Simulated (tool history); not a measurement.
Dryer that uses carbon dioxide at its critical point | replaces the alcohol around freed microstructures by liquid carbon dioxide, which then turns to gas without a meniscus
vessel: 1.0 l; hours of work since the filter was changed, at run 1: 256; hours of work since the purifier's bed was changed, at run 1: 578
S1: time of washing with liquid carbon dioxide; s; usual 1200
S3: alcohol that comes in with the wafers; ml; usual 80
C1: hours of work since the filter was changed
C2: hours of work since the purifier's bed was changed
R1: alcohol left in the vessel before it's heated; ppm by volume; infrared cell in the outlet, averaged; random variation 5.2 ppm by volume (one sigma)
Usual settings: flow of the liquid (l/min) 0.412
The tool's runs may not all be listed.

run 1 hour=0 | S1=1200 flow_of_the_liquid_(l/min)=0.412 S3=80 | C1=256 C2=578 | R1=381
run 2 hour=27.8 | S1=1200 flow_of_the_liquid_(l/min)=0.412 S3=80 | C1=268 C2=589 | R1=387
run 3 hour=48.8 | S1=1380 flow_of_the_liquid_(l/min)=0.412 S3=80 | C1=277 C2=598 | R1=260
-- hour=64 inlet filter changed
run 4 hour=66.8 | S1=1200 flow_of_the_liquid_(l/min)=0.412 S3=80 | C1=1 C2=605 | R1=278
run 5 hour=90.3 | S1=1200 flow_of_the_liquid_(l/min)=0.412 S3=80 | C1=11 C2=615 | R1=277
run 6 hour=114.7 | S1=1200 flow_of_the_liquid_(l/min)=0.271 S3=80 | C1=21 C2=625 | R1=1268
run 7 hour=142.7 | S1=1200 flow_of_the_liquid_(l/min)=0.271 S3=80 | C1=33 C2=637 | R1=1309
run 8 hour=174.3 | S1=1200 flow_of_the_liquid_(l/min)=0.271 S3=80 | C1=46 C2=651 | R1=1335
run 9 hour=201.7 | S1=1200 flow_of_the_liquid_(l/min)=0.271 S3=80 | C1=58 C2=662 | R1=1370
run 10 hour=219.3 | S1=1200 flow_of_the_liquid_(l/min)=0.271 S3=80 | C1=65 C2=670 | R1=1421
run 11 hour=249.9 | S1=1200 flow_of_the_liquid_(l/min)=0.271 S3=80 | C1=78 C2=682 | R1=1423
run 12 hour=285 | S1=1200 flow_of_the_liquid_(l/min)=0.271 S3=80 | C1=93 C2=697 | R1=1475
run 13 hour=307 | S1=1200 flow_of_the_liquid_(l/min)=0.271 S3=80 | C1=102 C2=706 | R1=1496
run 14 hour=336.7 | S1=1200 flow_of_the_liquid_(l/min)=0.271 S3=80 | C1=115 C2=719 | R1=1541
run 15 hour=366.9 | S1=1200 flow_of_the_liquid_(l/min)=0.56 S3=80 | C1=128 C2=732 | R1=213
run 16 hour=389.7 | S1=780 flow_of_the_liquid_(l/min)=0.388 S3=31 | C1=137 C2=741 | R1=895
run 17 hour=411.4 | S1=1320 flow_of_the_liquid_(l/min)=0.412 S3=31 | C1=146 C2=750 | R1=232
run 18 hour=427.4 | S1=1860 flow_of_the_liquid_(l/min)=0.667 S3=21 | C1=153 C2=757 | R1=211
run 19 hour=459.8 | S1=720 flow_of_the_liquid_(l/min)=0.335 S3=27 | C1=167 C2=771 | R1=1596
run 20 hour=491.9 | S1=720 flow_of_the_liquid_(l/min)=0.335 S3=27 | C1=180 C2=784 | R1=1629
run 21 hour=522.8 | S1=1680 flow_of_the_liquid_(l/min)=0.311 S3=80 | C1=193 C2=797 | R1=361
run 22 hour=558.5 | S1=720 flow_of_the_liquid_(l/min)=0.583 S3=58 | C1=208 C2=812 | R1=558
run 23 hour=586.1 | S1=840 flow_of_the_liquid_(l/min)=0.519 S3=37 | C1=220 C2=824 | R1=406
-- hour=613.6 purifier's bed changed
run 24 hour=617.9 | S1=1020 flow_of_the_liquid_(l/min)=0.519 S3=46 | C1=232 C2=2 | R1=82
run 25 hour=646.2 | S1=1200 flow_of_the_liquid_(l/min)=0.63 S3=113 | C1=244 C2=14 | R1=18
run 26 hour=674.9 | S1=1200 flow_of_the_liquid_(l/min)=0.437 S3=48 | C1=256 C2=26 | R1=115
run 27 hour=692.6 | S1=1200 flow_of_the_liquid_(l/min)=0.437 S3=48 | C1=263 C2=33 | R1=113

Forecast each of these 3 alternatives for the next run:
run A hour=724 | S1=1140 flow_of_the_liquid_(l/min)=0.412 S3=80 | C1=277 C2=46 | R1=?
run B hour=724 | S1=900 flow_of_the_liquid_(l/min)=0.334 S3=47 | C1=277 C2=46 | R1=?
run C hour=724 | S1=900 flow_of_the_liquid_(l/min)=0.283 S3=25 | C1=277 C2=46 | R1=?

run=A R1=344
run=B R1=1463
run=C R1=1318
Without the tool's hidden state the same runs would have given:
run=A R1=143
run=B R1=849
run=C R1=831
